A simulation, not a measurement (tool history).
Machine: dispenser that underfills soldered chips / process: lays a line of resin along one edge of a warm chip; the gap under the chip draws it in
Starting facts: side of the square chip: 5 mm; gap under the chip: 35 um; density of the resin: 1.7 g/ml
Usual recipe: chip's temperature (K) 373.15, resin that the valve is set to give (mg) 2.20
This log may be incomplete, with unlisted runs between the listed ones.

run	hour	chip's temperature (K)	resin that the valve is set to give (mg)	time until the resin shows at the far edge (s)	resin that the valve gave (mg)
1	0.0	373.15	2.20	81.0	2.19
2	2.2	373.15	2.20	90.0	2.18
# hour 2.8: new syringe of resin
3	6.2	373.15	2.20	52.3	2.18
4	10.3	373.15	2.20	66.7	2.20
5	14.9	373.15	2.20	86.2	2.16
# hour 16.5: new syringe of resin
6	19.6	373.15	2.20	51.7	2.19
7	22.3	373.15	2.20	60.5	2.16
8	26.8	373.15	2.20	78.7	2.19
9	29.4	373.15	2.20	90.6	2.18
# hour 30.1: new syringe of resin
10	32.8	373.15	2.20	52.2	2.14
11	35.6	373.15	2.20	60.0	2.16
12	38.0	378.15	2.45	55.7	2.40
13	41.6	372.15	2.36	86.6	2.31
# hour 43.7: new syringe of resin
14	47.1	383.15	2.10	35.2	2.03
15	49.9	358.15	2.44	114.7	2.34
16	52.8	387.15	2.20	41.8	2.13
17	56.2	387.15	2.13	50.3	2.07
# hour 57.4: new syringe of resin
18	59.0	378.15	2.87	38.1	2.79
19	61.2	382.15	2.49	37.3	2.42
20	65.7	360.15	2.62	118.1	2.53

Measured result minus the same run's result without the hidden state. Both carry the same run-to-run variation, though not necessarily the same gauge scatter:
What the log doesn't record here: resin's viscosity, % of fresh resin's; dose that the valve gives, % of what is set; true chip temperature over the reading, C; drift of the gauge itself on fill_s, %; drift of the gauge itself on given_mg, %.
run	time until the resin shows at the far edge (s)	resin that the valve gave (mg)
1	+38.4	+0.00
2	+48.2	-0.01
3	+9.6	-0.01
4	+23.8	-0.02
5	+43.5	-0.02
6	+9.4	-0.03
7	+18.2	-0.03
8	+36.1	-0.04
9	+48.5	-0.04
10	+9.1	-0.04
11	+17.9	-0.04
12	+21.7	-0.06
13	+43.5	-0.06
14	+6.7	-0.05
15	+35.3	-0.07
16	+17.4	-0.07
17	+26.2	-0.07
18	+4.1	-0.10
19	+8.0	-0.09
20	+46.7	-0.09

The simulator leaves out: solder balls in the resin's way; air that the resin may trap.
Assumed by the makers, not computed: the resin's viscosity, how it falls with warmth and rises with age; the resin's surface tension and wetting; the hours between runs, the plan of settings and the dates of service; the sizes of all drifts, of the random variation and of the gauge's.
